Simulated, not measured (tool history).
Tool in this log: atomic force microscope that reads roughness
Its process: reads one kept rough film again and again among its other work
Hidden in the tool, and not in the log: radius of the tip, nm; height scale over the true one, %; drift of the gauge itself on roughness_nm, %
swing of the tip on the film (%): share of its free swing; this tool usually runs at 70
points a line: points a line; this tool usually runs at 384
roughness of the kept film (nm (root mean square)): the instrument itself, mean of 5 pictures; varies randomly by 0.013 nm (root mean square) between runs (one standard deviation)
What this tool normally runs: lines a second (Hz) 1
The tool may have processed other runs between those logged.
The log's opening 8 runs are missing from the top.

| run | hour | lines a second (Hz) | swing of the tip on the film (%) | points a line | pictures with this tip | hours of work since the height scale was calibrated | roughness of the kept film (nm (root mean square)) |
|---|---|---|---|---|---|---|---|
| 9 | 118.3 | 1 | 70 | 268 | 252 | 348 | 2.186 |
| 10 | 128.8 | 1 | 70 | 268 | 272 | 354 | 2.143 |
| 11 | 143.6 | 1 | 70 | 262 | 300 | 362 | 2.071 |
| 12 | 162.8 | 1 | 70 | 262 | 336 | 373 | 2.014 |
| 13 | 172.1 | 1 | 70 | 262 | 354 | 378 | 1.975 |
|  | 177.5 | new tip fitted |
| 14 | 193.8 | 1 | 70 | 262 | 31 | 390 | 2.903 |
| 15 | 203 | 1 | 70 | 262 | 48 | 395 | 2.846 |
| 16 | 211.7 | 1 | 70 | 805 | 65 | 400 | 2.855 |
| 17 | 230 | 1 | 70 | 805 | 99 | 411 | 2.75 |
| 18 | 247.5 | 0.73 | 87 | 805 | 132 | 421 | 2.536 |
| 19 | 266.2 | 1.12 | 87 | 806 | 168 | 431 | 2.318 |
| 20 | 286.9 | 0.56 | 85 | 740 | 207 | 443 | 2.385 |

Run 21 comes next. What will it give?
| 21 | 306 | 0.56 | 85 | 740 | 243 | 454 | ? |

Run 21 gave roughness of the kept film (nm (root mean square)) 2.286.
The same run, on a tool lacking any hidden state, would have yielded roughness of the kept film (nm (root mean square)) 3.11.
